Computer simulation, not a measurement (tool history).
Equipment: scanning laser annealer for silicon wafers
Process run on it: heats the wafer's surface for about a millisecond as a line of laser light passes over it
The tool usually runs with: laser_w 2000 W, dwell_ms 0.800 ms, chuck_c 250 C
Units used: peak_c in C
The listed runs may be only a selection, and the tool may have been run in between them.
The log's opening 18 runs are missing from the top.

run,day,laser_w,dwell_ms,chuck_c,hours of work since the window was cleaned,hours of work since the power meter was calibrated,hours of work since the optics were aligned,peak_c
19,14.671,2000,0.800,218,223,242,270,952
20,15.283,2000,0.800,218,232,251,279,950
21,16.046,2000,0.800,250,244,263,291,982
22,16.671,1993,0.613,250,253,272,300,899
23,17.758,2129,0.617,232,270,289,317,934
24,18.312,2175,0.617,219,278,297,325,939
25,19.075,2175,0.638,219,290,309,337,945
26,20.042,2175,0.638,219,305,324,352,946
27,20.554,2175,0.638,219,312,331,359,949
28,21.521,2175,0.607,269,327,346,374,978
29,22.300,2175,0.607,269,339,358,386,973
30,22.912,1738,0.873,250,348,367,395,890

Forecast run 31:
31,23.583,1801,0.680,220,358,377,406,?

peak_c: 812 C
If the tool had no hidden condition, the same run with the same run-to-run variation would have returned peak_c 832 C.
